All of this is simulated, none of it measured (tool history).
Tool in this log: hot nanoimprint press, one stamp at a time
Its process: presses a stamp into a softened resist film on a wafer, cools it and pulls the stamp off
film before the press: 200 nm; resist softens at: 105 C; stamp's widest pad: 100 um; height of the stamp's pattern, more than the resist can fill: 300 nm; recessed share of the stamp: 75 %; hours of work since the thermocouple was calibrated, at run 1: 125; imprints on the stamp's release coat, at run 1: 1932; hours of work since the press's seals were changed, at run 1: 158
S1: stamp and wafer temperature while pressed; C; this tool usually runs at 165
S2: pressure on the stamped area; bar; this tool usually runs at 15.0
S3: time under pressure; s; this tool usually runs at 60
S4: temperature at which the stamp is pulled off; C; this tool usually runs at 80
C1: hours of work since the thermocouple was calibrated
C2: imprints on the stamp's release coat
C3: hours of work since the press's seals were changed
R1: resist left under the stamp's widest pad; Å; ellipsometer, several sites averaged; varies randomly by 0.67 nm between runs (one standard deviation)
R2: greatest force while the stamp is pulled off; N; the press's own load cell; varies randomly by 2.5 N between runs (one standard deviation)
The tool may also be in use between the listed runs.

run	hour	S1	S2	S3	S4	C1	C2	C3	R1	R2
1	0.0	165	15.0	60	80	125	1932	158	1012	146
# hour 19.5: stamp cleaned and given a new release coat
2	22.7	165	15.0	60	80	132	7	165	1017	125
3	36.8	165	9.0	60	80	138	39	170	1280	123
4	52.4	165	9.0	60	80	144	74	177	1289	122
5	68.1	165	15.0	60	80	151	109	184	1015	125
6	85.2	165	15.0	60	80	158	147	191	1025	121
7	99.9	165	15.0	60	80	164	179	197	1014	122
8	114.6	165	15.0	60	80	170	212	203	1024	120
9	131.6	165	15.0	60	67	178	250	210	1027	146
10	138.5	165	15.0	60	67	180	265	213	1020	150
11	155.3	165	15.0	60	67	187	303	220	1037	151
12	170.3	165	15.0	97	80	194	336	226	874	122
13	179.5	175	15.0	97	80	198	357	230	512	126
14	190.1	165	15.0	60	80	202	380	235	1015	122
15	205.6	165	15.0	60	80	208	415	241	1024	120
16	222.5	158	15.0	60	73	216	452	248	1421	138
17	231.1	170	18.7	60	73	219	472	252	693	143
18	245.6	165	15.0	86	82	225	504	258	916	122
19	256.0	159	20.5	86	82	230	527	262	1073	125
20	263.3	165	19.5	60	80	233	543	265	896	132
21	271.6	165	11.8	48	73	236	562	269	1229	149
22	282.6	158	10.0	48	86	241	586	273	1677	116
23	295.2	165	15.0	108	76	246	614	279	845	141
24	308.3	165	15.0	108	76	251	644	284	842	138
25	317.6	165	15.0	108	76	255	664	288	854	139
26	333.8	160	11.5	37	67	262	700	295	1588	155
27	344.9	160	11.5	98	67	267	725	299	1299	161
28	359.9	165	21.1	60	80	273	758	306	865	129
29	374.1	165	15.0	60	86	279	790	311	1039	119
30	390.9	165	15.0	60	86	286	827	319	1038	122

Each row is a separate what-if for the run after 30, all from the same tool condition, not one after another. Results?
A	406.0	169	15.0	41	86	292	861	325	?	?
B	406.0	172	15.0	60	86	292	861	325	?	?
C	406.0	165	9.2	47	85	292	861	325	?	?

run	R1	R2
A	961	122
B	713	118
C	1361	118
Stripped of hidden state, with their random variation kept, the same runs would have yielded:
run	R1	R2
A	917	107
B	678	104
C	1316	104

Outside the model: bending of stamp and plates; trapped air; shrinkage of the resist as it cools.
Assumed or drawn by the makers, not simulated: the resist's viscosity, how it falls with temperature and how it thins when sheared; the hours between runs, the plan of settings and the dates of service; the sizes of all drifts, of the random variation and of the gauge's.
